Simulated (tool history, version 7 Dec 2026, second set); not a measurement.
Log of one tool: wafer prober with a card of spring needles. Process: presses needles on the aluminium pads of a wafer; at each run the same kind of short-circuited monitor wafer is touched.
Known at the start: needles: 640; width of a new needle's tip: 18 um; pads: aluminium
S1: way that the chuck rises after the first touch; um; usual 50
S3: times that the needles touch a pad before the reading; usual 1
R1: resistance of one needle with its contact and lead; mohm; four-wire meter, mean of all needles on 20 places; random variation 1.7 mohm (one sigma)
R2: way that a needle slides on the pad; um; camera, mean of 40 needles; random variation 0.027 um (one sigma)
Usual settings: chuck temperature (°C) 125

{"run": 1, "hour": 0.0, "S1": 50, "chuck temperature (°C)": 125, "S3": 1, "R1": 358, "R2": 7.69}
{"run": 2, "hour": 4.7, "S1": 50, "chuck temperature (°C)": 125, "S3": 1, "R1": 523, "R2": 7.56}
{"run": 3, "hour": 12.8, "S1": 50, "chuck temperature (°C)": 125, "S3": 1, "R1": 627, "R2": 7.6}
{"hour": 16.4, "done": "tips cleaned on abrasive film"}
{"run": 4, "hour": 20.4, "S1": 50, "chuck temperature (°C)": 32, "S3": 1, "R1": 469, "R2": 7.57}
{"run": 5, "hour": 25.5, "S1": 50, "chuck temperature (°C)": 32, "S3": 1, "R1": 624, "R2": 7.61}
{"run": 6, "hour": 32.5, "S1": 50, "chuck temperature (°C)": 32, "S3": 1, "R1": 691, "R2": 7.62}
{"hour": 35.1, "done": "tips cleaned on abrasive film"}
{"run": 7, "hour": 38.8, "S1": 50, "chuck temperature (°C)": 125, "S3": 1, "R1": 425, "R2": 7.62}
{"run": 8, "hour": 44.0, "S1": 50, "chuck temperature (°C)": 125, "S3": 1, "R1": 573, "R2": 7.6}
{"run": 9, "hour": 50.2, "S1": 50, "chuck temperature (°C)": 125, "S3": 1, "R1": 627, "R2": 7.58}
{"hour": 54.0, "done": "tips cleaned on abrasive film"}
{"run": 10, "hour": 59.4, "S1": 50, "chuck temperature (°C)": 125, "S3": 1, "R1": 496, "R2": 7.56}
{"run": 11, "hour": 68.1, "S1": 50, "chuck temperature (°C)": 125, "S3": 1, "R1": 619, "R2": 7.59}
{"hour": 68.9, "done": "height of the first contact set anew"}
{"hour": 73.1, "done": "tips cleaned on abrasive film"}
{"run": 12, "hour": 77.4, "S1": 50, "chuck temperature (°C)": 125, "S3": 1, "R1": 471, "R2": 7.44}
{"run": 13, "hour": 83.0, "S1": 50, "chuck temperature (°C)": 125, "S3": 1, "R1": 606, "R2": 7.48}
{"run": 14, "hour": 89.8, "S1": 50, "chuck temperature (°C)": 125, "S3": 1, "R1": 652, "R2": 7.46}
{"hour": 91.7, "done": "tips cleaned on abrasive film"}
{"run": 15, "hour": 99.6, "S1": 43, "chuck temperature (°C)": 125, "S3": 1, "R1": 724, "R2": 6.35}
{"run": 16, "hour": 107.7, "S1": 50, "chuck temperature (°C)": 104, "S3": 2, "R1": 465, "R2": 7.5}
{"hour": 110.3, "done": "tips cleaned on abrasive film"}
{"run": 17, "hour": 114.9, "S1": 43, "chuck temperature (°C)": 49, "S3": 2, "R1": 436, "R2": 6.39}
{"run": 18, "hour": 121.1, "S1": 33, "chuck temperature (°C)": 68, "S3": 2, "R1": 846, "R2": 4.81}
{"hour": 123.6, "done": "height of the first contact set anew, once more"}
{"run": 19, "hour": 125.6, "S1": 33, "chuck temperature (°C)": 68, "S3": 2, "R1": 809, "R2": 5.14}
{"hour": 129.5, "done": "tips cleaned on abrasive film"}
{"run": 20, "hour": 135.7, "S1": 40, "chuck temperature (°C)": 68, "S3": 2, "R1": 504, "R2": 6.24}
{"run": 21, "hour": 140.4, "S1": 34, "chuck temperature (°C)": 121, "S3": 2, "R1": 710, "R2": 5.32}
{"hour": 148.4, "done": "tips cleaned on abrasive film"}
{"run": 22, "hour": 148.6, "S1": 34, "chuck temperature (°C)": 121, "S3": 2, "R1": 244, "R2": 5.29}
{"run": 23, "hour": 154.8, "S1": 50, "chuck temperature (°C)": 52, "S3": 2, "R1": 382, "R2": 7.79}
{"run": 24, "hour": 162.0, "S1": 48, "chuck temperature (°C)": 28, "S3": 1, "R1": 709, "R2": 7.46}
{"hour": 167.7, "done": "tips cleaned on abrasive film"}
{"run": 25, "hour": 171.7, "S1": 34, "chuck temperature (°C)": 40, "S3": 1, "R1": 801, "R2": 5.25}
{"run": 26, "hour": 180.2, "S1": 34, "chuck temperature (°C)": 63, "S3": 1, "R1": 1168, "R2": 5.23}
{"run": 27, "hour": 184.7, "S1": 34, "chuck temperature (°C)": 63, "S3": 1, "R1": 1208, "R2": 5.26}
{"hour": 186.6, "done": "tips cleaned on abrasive film"}
{"run": 28, "hour": 191.9, "S1": 34, "chuck temperature (°C)": 63, "S3": 1, "R1": 879, "R2": 5.26}
{"run": 29, "hour": 201.2, "S1": 34, "chuck temperature (°C)": 63, "S3": 3, "R1": 537, "R2": 5.25}

Forecast each of these 5 alternatives for the next run:
{"hour": 205.1, "done": "tips cleaned on abrasive film"}
{"run": "A", "hour": 207.7, "S1": 49, "chuck temperature (°C)": 125, "S3": 1, "R1": "?", "R2": "?"}
{"hour": 205.1, "done": "tips cleaned on abrasive film"}
{"run": "B", "hour": 207.7, "S1": 50, "chuck temperature (°C)": 125, "S3": 3, "R1": "?", "R2": "?"}
{"hour": 205.1, "done": "tips cleaned on abrasive film"}
{"run": "C", "hour": 207.7, "S1": 42, "chuck temperature (°C)": 28, "S3": 3, "R1": "?", "R2": "?"}
{"hour": 205.1, "done": "tips cleaned on abrasive film"}
{"run": "D", "hour": 207.7, "S1": 38, "chuck temperature (°C)": 125, "S3": 1, "R1": "?", "R2": "?"}
{"hour": 205.1, "done": "tips cleaned on abrasive film"}
{"run": "E", "hour": 207.7, "S1": 59, "chuck temperature (°C)": 63, "S3": 3, "R1": "?", "R2": "?"}

run=A R1=397 R2=7.62
run=B R1=247 R2=7.71
run=C R1=283 R2=6.49
run=D R1=540 R2=5.85
run=E R1=218 R2=9.14
Without the tool's hidden state the same runs would have given:
run=A R1=168 R2=7.67
run=B R1=167 R2=7.76
run=C R1=154 R2=6.54
run=D R1=172 R2=5.91
run=E R1=152 R2=9.20
